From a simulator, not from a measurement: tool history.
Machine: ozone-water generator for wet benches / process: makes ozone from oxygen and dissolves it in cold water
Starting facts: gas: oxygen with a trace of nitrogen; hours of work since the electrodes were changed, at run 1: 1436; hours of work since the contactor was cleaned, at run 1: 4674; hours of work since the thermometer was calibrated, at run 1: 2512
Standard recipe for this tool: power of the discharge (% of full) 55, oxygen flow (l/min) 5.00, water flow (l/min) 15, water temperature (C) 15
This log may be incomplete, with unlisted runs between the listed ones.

run	hour	power of the discharge (% of full)	oxygen flow (l/min)	water flow (l/min)	water temperature (C)	hours of work since the electrodes were changed	hours of work since the contactor was cleaned	hours of work since the thermometer was calibrated	dissolved ozone (ppm)	ozone in the gas ahead of the water (g/m3)
1	0.0	55	5.00	15	15	1436	4674	2512	30.7	215.2
2	44.3	55	5.00	17	15	1470	4708	2546	27.9	214.2
3	114.1	55	5.00	17	15	1524	4762	2600	27.7	214.9
# hour 122.7: contactor cleaned
4	167.8	55	5.00	15	15	1563	35	2639	30.5	214.7
5	251.7	55	4.56	15	15	1628	100	2704	30.1	222.7
# hour 274.7: contactor cleaned, once more
6	300.1	57	5.00	10	15	1662	20	2738	41.3	220.1
7	365.8	52	5.00	14	15	1713	71	2789	31.9	205.2
8	410.8	52	5.00	14	15	1748	106	2824	31.7	206.4
9	483.8	63	8.17	14	15	1805	162	2881	36.6	192.7
10	540.5	84	3.57	20	13	1849	206	2925	33.6	339.9

Alternative continuations, all from the tool just after run 10; predict every row:
A	612.5	65	3.57	20	16	1905	262	2981	?	?
B	612.5	78	3.57	20	20	1905	262	2981	?	?
C	612.5	55	5.00	10	12	1905	262	2981	?	?
D	612.5	84	3.57	22	7	1905	262	2981	?	?

run	dissolved ozone (ppm)	ozone in the gas ahead of the water (g/m3)
A	26.8	281.4
B	29.6	323.5
C	42.2	212.1
D	32.9	337.7
Stripped of hidden state, with their random variation kept, the same runs would have yielded:
run	dissolved ozone (ppm)	ozone in the gas ahead of the water (g/m3)
A	27.5	287.7
B	30.4	331.8
C	43.1	216.2
D	33.9	346.9

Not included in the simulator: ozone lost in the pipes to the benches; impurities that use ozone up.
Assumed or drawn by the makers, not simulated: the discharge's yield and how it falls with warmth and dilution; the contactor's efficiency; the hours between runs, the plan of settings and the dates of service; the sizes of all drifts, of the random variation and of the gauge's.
